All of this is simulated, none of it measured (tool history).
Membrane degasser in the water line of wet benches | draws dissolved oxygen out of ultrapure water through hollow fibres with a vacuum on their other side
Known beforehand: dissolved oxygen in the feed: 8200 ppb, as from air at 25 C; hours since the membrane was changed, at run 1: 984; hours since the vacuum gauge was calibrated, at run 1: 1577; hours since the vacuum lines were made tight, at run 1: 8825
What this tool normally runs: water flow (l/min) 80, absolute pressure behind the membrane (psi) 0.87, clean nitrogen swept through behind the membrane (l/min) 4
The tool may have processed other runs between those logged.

run    hour  water flow (l/min)  absolute pressure behind the membrane (psi)  clean nitrogen swept through behind the membrane (l/min)  hours since the membrane was changed  hours since the vacuum gauge was calibrated  hours since the vacuum lines were made tight  dissolved oxygen in the water behind the degasser (ppb)  pressure that the water loses in the fibres (psi)
  1       0                  80                                         0.87                                                         4                                   984                                         1577                                          8825                                                    162.8                                              5.983
  2   142.7                 101                                         0.87                                                         4                                  1127                                         1720                                          8968                                                    248.4                                              7.546
  3   253.4                 101                                         0.87                                                         4                                  1237                                         1830                                          9078                                                    252.9                                                7.6
  4   347.1                 101                                         0.87                                                         4                                  1331                                         1924                                          9172                                                      248                                              7.551
  5   507.8                 101                                         0.87                                                         4                                  1492                                         2085                                          9333                                                    250.1                                              7.536
  6   622.4                 101                                         0.87                                                      2.33                                  1606                                         2199                                          9447                                                    335.1                                              7.516
  7   791.7                  67                                        0.772                                                      6.83                                  1776                                         2369                                          9617                                                     66.8                                              5.043
  8   966.3                 120                                        1.186                                                      7.24                                  1950                                         2543                                          9791                                                    367.9                                              8.969
  9  1169.7                  80                                         0.87                                                      3.84                                  2154                                         2747                                          9995                                                    169.8                                              5.977
 10  1362.5                  95                                         0.57                                                      3.84                                  2346                                         2939                                         10188                                                    123.9                                              7.105
 11  1584.5                  95                                         0.57                                                      3.84                                  2568                                         3161                                         10410                                                    124.4                                              7.087
 12  1778.3                  58                                        1.359                                                      8.65                                  2762                                         3355                                         10603                                                    108.8                                              4.335

Below are 5 alternative next runs, each starting from the tool's condition after run 12. Predict each:
     1864.2  -- vacuum gauge calibrated
  A  1945.6                  61                                        1.807                                                       3.9                                  2929                                           81                                         10770                                                        ?                                                  ?
     1864.2  -- vacuum gauge calibrated
  B  1945.6                  56                                        0.647                                                         8                                  2929                                           81                                         10770                                                        ?                                                  ?
     1864.2  -- vacuum gauge calibrated
  C  1945.6                  58                                        1.962                                                      8.65                                  2929                                           81                                         10770                                                        ?                                                  ?
     1864.2  -- vacuum gauge calibrated
  D  1945.6                  58                                        1.494                                                      8.65                                  2929                                           81                                         10770                                                        ?                                                  ?
     1864.2  -- vacuum gauge calibrated
  E  1945.6                  92                                        0.631                                                       2.8                                  2929                                           81                                         10770                                                        ?                                                  ?

run  dissolved oxygen in the water behind the degasser (ppb)  pressure that the water loses in the fibres (psi)
  A                                                    336.3                                              4.561
  B                                                     28.5                                              4.179
  C                                                    171.2                                              4.374
  D                                                    119.1                                              4.353
  E                                                    152.5                                              6.885
Stripped of hidden state, with their random variation kept, the same runs would have yielded:
run  dissolved oxygen in the water behind the degasser (ppb)  pressure that the water loses in the fibres (psi)
  A                                                    333.2                                              4.512
  B                                                     27.1                                              4.134
  C                                                    169.3                                              4.328
  D                                                    117.4                                              4.306
  E                                                      146                                              6.812

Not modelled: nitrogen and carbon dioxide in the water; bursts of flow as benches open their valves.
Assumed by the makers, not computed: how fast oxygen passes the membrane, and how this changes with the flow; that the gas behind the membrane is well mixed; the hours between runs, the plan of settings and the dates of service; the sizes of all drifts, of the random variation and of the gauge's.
